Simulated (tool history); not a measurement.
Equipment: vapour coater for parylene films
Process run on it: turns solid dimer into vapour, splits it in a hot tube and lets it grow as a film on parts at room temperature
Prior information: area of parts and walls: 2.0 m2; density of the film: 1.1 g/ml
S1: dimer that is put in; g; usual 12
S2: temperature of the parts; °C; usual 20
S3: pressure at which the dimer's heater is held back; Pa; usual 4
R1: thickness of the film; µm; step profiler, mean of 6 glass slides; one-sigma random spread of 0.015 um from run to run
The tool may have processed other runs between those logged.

| run | hour | S1 | S2 | S3 | R1 |
|---|---|---|---|---|---|
| 1 | 0 | 12 | 20 | 4 | 4.04 |
| 2 | 10.2 | 12 | 20 | 4 | 4.1 |
| 3 | 22.8 | 12 | 20 | 6.45 | 3.75 |
| 4 | 38 | 12 | 20 | 6.45 | 3.74 |
| 5 | 52.4 | 12 | 24 | 4 | 3.49 |
| 6 | 69 | 12 | 24 | 4 | 3.49 |
| 7 | 93.7 | 12 | 14 | 4 | 5.04 |
| 8 | 110.5 | 12 | 20 | 6.86 | 3.69 |
| 9 | 127.6 | 12 | 20 | 6.86 | 3.68 |
| 10 | 141.8 | 12 | 20 | 3.72 | 4.07 |
| 11 | 163.6 | 12 | 20 | 3.72 | 4.1 |
| 12 | 179.8 | 12 | 20 | 3.72 | 4.1 |
| 13 | 197.8 | 12 | 20 | 3.72 | 4.08 |
| 14 | 212.3 | 12 | 20 | 3.72 | 4.07 |
| 15 | 225.2 | 12 | 20 | 4 | 4.03 |
| 16 | 235.7 | 12 | 20 | 4 | 4.03 |
| 17 | 259.1 | 12 | 30 | 4 | 2.78 |
|  | 265 | trap's valve overhauled |
| 18 | 278.7 | 12 | 30 | 4 | 2.76 |
| 19 | 294.7 | 12 | 30 | 4 | 2.78 |
| 20 | 308.2 | 12 | 31 | 4 | 2.67 |
| 21 | 329.5 | 12 | 13 | 4 | 5.2 |
| 22 | 350.2 | 12 | 19 | 4.11 | 4.14 |
| 23 | 365.9 | 12 | 19 | 4.11 | 4.15 |
| 24 | 384.3 | 12 | 16 | 4 | 4.63 |
| 25 | 406.9 | 12 | 16 | 4 | 4.65 |
| 26 | 425.9 | 12 | 16 | 4 | 4.66 |
| 27 | 444.3 | 12 | 16 | 4 | 4.63 |
| 28 | 461 | 12 | 16 | 4 | 4.67 |
| 29 | 473.8 | 12 | 16 | 4 | 4.59 |
| 30 | 490.9 | 12 | 23 | 2.63 | 3.82 |
| 31 | 506 | 12 | 14 | 2.45 | 5.27 |
| 32 | 529.9 | 10 | 29 | 3.89 | 2.4 |
| 33 | 543.3 | 10 | 29 | 3.89 | 2.4 |
| 34 | 558.2 | 10 | 29 | 3.89 | 2.4 |
|  | 576.7 | trap's valve overhauled |
| 35 | 584.1 | 10 | 29 | 3.89 | 2.38 |
| 36 | 606.8 | 10 | 13 | 3.63 | 4.37 |
| 37 | 622.4 | 12 | 28 | 3.23 | 3.08 |
| 38 | 640 | 7 | 21 | 8.65 | 1.96 |
| 39 | 652.8 | 16 | 24 | 4 | 4.58 |
| 40 | 676.2 | 16 | 24 | 4 | 4.56 |
| 41 | 691.9 | 16 | 24 | 4 | 4.55 |

Some steps in R1 between neighbouring runs. How much of each would the tool show without its hidden state too (settings, what came in, random variation), and how much is left for the hidden state, with any gauge scatter that isn't in both results?
Unlogged tool condition in this case: vapour lost through the trap's worn valve, %; true temperature of the parts over the reading, C; drift of the gauge itself on film_um, %.
Run 20 -> 21: S2 31 -> 13. R1 +2.53 µm: hidden state -0.03, all else +2.56.
Run 31 -> 32: S1 12 -> 10, S2 14 -> 29, S3 2.45 -> 3.89. R1 -2.87 µm: hidden state +0.05, all else -2.92.
Run 35 -> 36: S2 29 -> 13, S3 3.89 -> 3.63. R1 +1.99 µm: hidden state -0.04, all else +2.03.
Run 38 -> 39: S1 7 -> 16, S2 21 -> 24, S3 8.65 -> 4. R1 +2.62 µm: hidden state -0.06, all else +2.68.
